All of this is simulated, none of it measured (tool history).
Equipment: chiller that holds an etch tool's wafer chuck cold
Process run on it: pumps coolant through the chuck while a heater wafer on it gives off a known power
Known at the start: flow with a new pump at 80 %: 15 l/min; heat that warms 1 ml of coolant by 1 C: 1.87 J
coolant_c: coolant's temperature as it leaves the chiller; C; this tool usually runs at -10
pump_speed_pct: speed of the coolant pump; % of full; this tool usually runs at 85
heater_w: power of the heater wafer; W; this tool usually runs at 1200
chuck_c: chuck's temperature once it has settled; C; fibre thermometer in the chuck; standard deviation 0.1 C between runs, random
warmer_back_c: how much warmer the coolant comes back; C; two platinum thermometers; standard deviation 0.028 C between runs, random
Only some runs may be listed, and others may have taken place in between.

Run 1, hour 0.0: usual settings. Result: chuck_c 3.1 C, warmer_back_c 2.42 C.
Run 2, hour 36.2: usual settings. Result: chuck_c 3.1 C, warmer_back_c 2.42 C.
Run 3, hour 54.0: usual settings. Result: chuck_c 3.0 C, warmer_back_c 2.42 C.
Run 4, hour 93.0: usual settings. Result: chuck_c 3.0 C, warmer_back_c 2.44 C.
Run 5, hour 131.7: usual settings. Result: chuck_c 3.0 C, warmer_back_c 2.44 C.
Run 6, hour 155.6: usual settings. Result: chuck_c 2.9 C, warmer_back_c 2.38 C.
Run 7, hour 186.1: usual settings. Result: chuck_c 2.9 C, warmer_back_c 2.40 C.
Run 8, hour 210.6: usual settings. Result: chuck_c 3.0 C, warmer_back_c 2.42 C.
Run 9, hour 243.5: usual settings. Result: chuck_c 3.0 C, warmer_back_c 2.42 C.
Run 10, hour 278.9: usual settings. Result: chuck_c 3.1 C, warmer_back_c 2.42 C.
Run 11, hour 317.5: usual settings. Result: chuck_c 3.0 C, warmer_back_c 2.36 C.
Run 12, hour 336.4: usual settings but pump_speed_pct 62 % of full. Result: chuck_c 5.3 C, warmer_back_c 3.31 C.
Run 13, hour 374.4: usual settings. Result: chuck_c 3.0 C, warmer_back_c 2.44 C.
Run 14, hour 399.2: usual settings. Result: chuck_c 3.1 C, warmer_back_c 2.39 C.
Run 15, hour 430.7: usual settings. Result: chuck_c 3.0 C, warmer_back_c 2.41 C.
Run 16, hour 456.9: usual settings. Result: chuck_c 3.2 C, warmer_back_c 2.40 C.
Run 17, hour 489.0: usual settings. Result: chuck_c 3.1 C, warmer_back_c 2.40 C.
Run 18, hour 508.2: usual settings but heater_w 753 W. Result: chuck_c -1.8 C, warmer_back_c 1.48 C.
Run 19, hour 530.8: usual settings but coolant_c 0 C, pump_speed_pct 74 % of full, heater_w 785 W. Result: chuck_c 9.0 C, warmer_back_c 1.79 C.
Run 20, hour 547.0: usual settings but coolant_c -12 C, pump_speed_pct 61 % of full, heater_w 891 W. Result: chuck_c -0.3 C, warmer_back_c 2.47 C.
Run 21, hour 574.5: usual settings but pump_speed_pct 95 % of full, heater_w 606 W. Result: chuck_c -3.9 C, warmer_back_c 1.12 C.
Run 22, hour 602.6: usual settings but pump_speed_pct 95 % of full, heater_w 606 W. Result: chuck_c -3.7 C, warmer_back_c 1.11 C.

The next listed run, before its measurement:
Run 23, hour 627.8: usual settings but pump_speed_pct 95 % of full, heater_w 606 W. Result: chuck_c ?, warmer_back_c ?.

chuck_c: -3.8 C
warmer_back_c: 1.09 C
Without the tool's hidden state the same run would have given chuck_c -3.8 C, warmer_back_c 1.09 C.
